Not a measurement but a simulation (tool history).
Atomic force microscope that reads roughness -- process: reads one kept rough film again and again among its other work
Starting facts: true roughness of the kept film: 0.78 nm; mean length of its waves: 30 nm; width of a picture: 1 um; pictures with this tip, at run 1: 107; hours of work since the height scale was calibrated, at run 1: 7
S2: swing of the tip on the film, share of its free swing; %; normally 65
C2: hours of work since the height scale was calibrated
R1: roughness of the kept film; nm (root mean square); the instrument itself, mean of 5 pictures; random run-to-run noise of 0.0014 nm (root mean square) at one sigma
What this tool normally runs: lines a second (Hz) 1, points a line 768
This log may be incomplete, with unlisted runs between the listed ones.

{"run": 1, "day": 0.0, "lines a second (Hz)": 1, "S2": 65, "points a line": 768, "pictures with this tip": 107, "C2": 7, "R1": 0.734}
{"run": 2, "day": 0.329, "lines a second (Hz)": 1, "S2": 74, "points a line": 768, "pictures with this tip": 116, "C2": 11, "R1": 0.723}
{"run": 3, "day": 0.717, "lines a second (Hz)": 1, "S2": 74, "points a line": 768, "pictures with this tip": 125, "C2": 15, "R1": 0.722}
{"day": 0.838, "done": "new tip fitted"}
{"run": 4, "day": 1.017, "lines a second (Hz)": 1, "S2": 79, "points a line": 768, "pictures with this tip": 4, "C2": 18, "R1": 0.73}
{"run": 5, "day": 1.358, "lines a second (Hz)": 1, "S2": 79, "points a line": 768, "pictures with this tip": 13, "C2": 22, "R1": 0.73}
{"run": 6, "day": 1.8, "lines a second (Hz)": 3.06, "S2": 79, "points a line": 768, "pictures with this tip": 24, "C2": 27, "R1": 0.664}
{"day": 1.871, "done": "height scale calibrated on a step standard"}
{"run": 7, "day": 2.354, "lines a second (Hz)": 0.94, "S2": 88, "points a line": 338, "pictures with this tip": 37, "C2": 5, "R1": 0.706}
{"run": 8, "day": 2.675, "lines a second (Hz)": 1, "S2": 56, "points a line": 665, "pictures with this tip": 45, "C2": 9, "R1": 0.748}
{"day": 2.875, "done": "height scale calibrated on a step standard, once more"}
{"run": 9, "day": 3.196, "lines a second (Hz)": 1, "S2": 56, "points a line": 665, "pictures with this tip": 57, "C2": 4, "R1": 0.747}
{"run": 10, "day": 3.55, "lines a second (Hz)": 1, "S2": 65, "points a line": 333, "pictures with this tip": 66, "C2": 8, "R1": 0.733}
{"run": 11, "day": 4.088, "lines a second (Hz)": 0.69, "S2": 77, "points a line": 735, "pictures with this tip": 79, "C2": 14, "R1": 0.732}

A few steps of R1 between consecutive runs. Split each: what settings, incoming material and random variation would produce without the hidden state, and what is left over for the hidden state, along with gauge scatter present in only one of the two compared results (measured, and without hidden state):
What the log doesn't record here: radius of the tip, nm; height scale over the true one, %; drift of the gauge itself on roughness_nm, %.
Run 3 -> 4: S2 74 -> 79, new tip fitted. R1 +0.008 nm (root mean square): hidden state +0.016, all else -0.008.
Run 5 -> 6: lines a second (Hz) 1 -> 3.06. R1 -0.066 nm (root mean square): hidden state -0.002, all else -0.064.
